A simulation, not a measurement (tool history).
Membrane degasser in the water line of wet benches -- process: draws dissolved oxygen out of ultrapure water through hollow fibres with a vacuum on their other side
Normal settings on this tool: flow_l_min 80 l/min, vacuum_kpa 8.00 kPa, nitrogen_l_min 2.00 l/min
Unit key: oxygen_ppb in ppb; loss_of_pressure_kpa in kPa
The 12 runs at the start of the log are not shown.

{"run": 13, "day": 116.679, "flow_l_min": 80, "vacuum_kpa": 8.0, "nitrogen_l_min": 2.0, "oxygen_ppb": 381.1, "loss_of_pressure_kpa": 68.35}
{"run": 14, "day": 127.096, "flow_l_min": 80, "vacuum_kpa": 8.0, "nitrogen_l_min": 2.0, "oxygen_ppb": 383.6, "loss_of_pressure_kpa": 68.68}
{"run": 15, "day": 138.662, "flow_l_min": 80, "vacuum_kpa": 8.0, "nitrogen_l_min": 2.0, "oxygen_ppb": 385.8, "loss_of_pressure_kpa": 68.65}
{"run": 16, "day": 147.092, "flow_l_min": 79, "vacuum_kpa": 8.0, "nitrogen_l_min": 2.0, "oxygen_ppb": 378.9, "loss_of_pressure_kpa": 67.97}
{"run": 17, "day": 155.275, "flow_l_min": 52, "vacuum_kpa": 14.57, "nitrogen_l_min": 2.0, "oxygen_ppb": 601.1, "loss_of_pressure_kpa": 45.23}
{"run": 18, "day": 164.05, "flow_l_min": 68, "vacuum_kpa": 8.0, "nitrogen_l_min": 0.82, "oxygen_ppb": 636.0, "loss_of_pressure_kpa": 58.69}
{"run": 19, "day": 172.971, "flow_l_min": 103, "vacuum_kpa": 7.18, "nitrogen_l_min": 2.28, "oxygen_ppb": 365.8, "loss_of_pressure_kpa": 89.45}
{"run": 20, "day": 179.05, "flow_l_min": 77, "vacuum_kpa": 8.0, "nitrogen_l_min": 1.05, "oxygen_ppb": 592.8, "loss_of_pressure_kpa": 66.99}
{"run": 21, "day": 186.058, "flow_l_min": 77, "vacuum_kpa": 8.0, "nitrogen_l_min": 1.05, "oxygen_ppb": 597.6, "loss_of_pressure_kpa": 67.36}
{"run": 22, "day": 191.792, "flow_l_min": 85, "vacuum_kpa": 4.97, "nitrogen_l_min": 3.21, "oxygen_ppb": 116.1, "loss_of_pressure_kpa": 74.13}
{"run": 23, "day": 205.296, "flow_l_min": 85, "vacuum_kpa": 4.97, "nitrogen_l_min": 3.21, "oxygen_ppb": 118.5, "loss_of_pressure_kpa": 74.23}
{"run": 24, "day": 215.212, "flow_l_min": 85, "vacuum_kpa": 4.97, "nitrogen_l_min": 3.21, "oxygen_ppb": 118.2, "loss_of_pressure_kpa": 74.42}
{"run": 25, "day": 226.546, "flow_l_min": 114, "vacuum_kpa": 15.9, "nitrogen_l_min": 3.21, "oxygen_ppb": 881.5, "loss_of_pressure_kpa": 100.84}
{"run": 26, "day": 234.825, "flow_l_min": 114, "vacuum_kpa": 15.9, "nitrogen_l_min": 3.21, "oxygen_ppb": 887.2, "loss_of_pressure_kpa": 100.49}

Estimate the outcome of run 27 from the log above:
{"day": 246.254, "done": "vacuum gauge calibrated"}
{"run": 27, "day": 246.317, "flow_l_min": 114, "vacuum_kpa": 15.9, "nitrogen_l_min": 3.21, "oxygen_ppb": "?", "loss_of_pressure_kpa": "?"}

oxygen_ppb: 866.1 ppb
loss_of_pressure_kpa: 101.01 kPa
Had the tool carried no hidden state, the very same run would have given oxygen_ppb 854.1 ppb, loss_of_pressure_kpa 90.19 kPa.
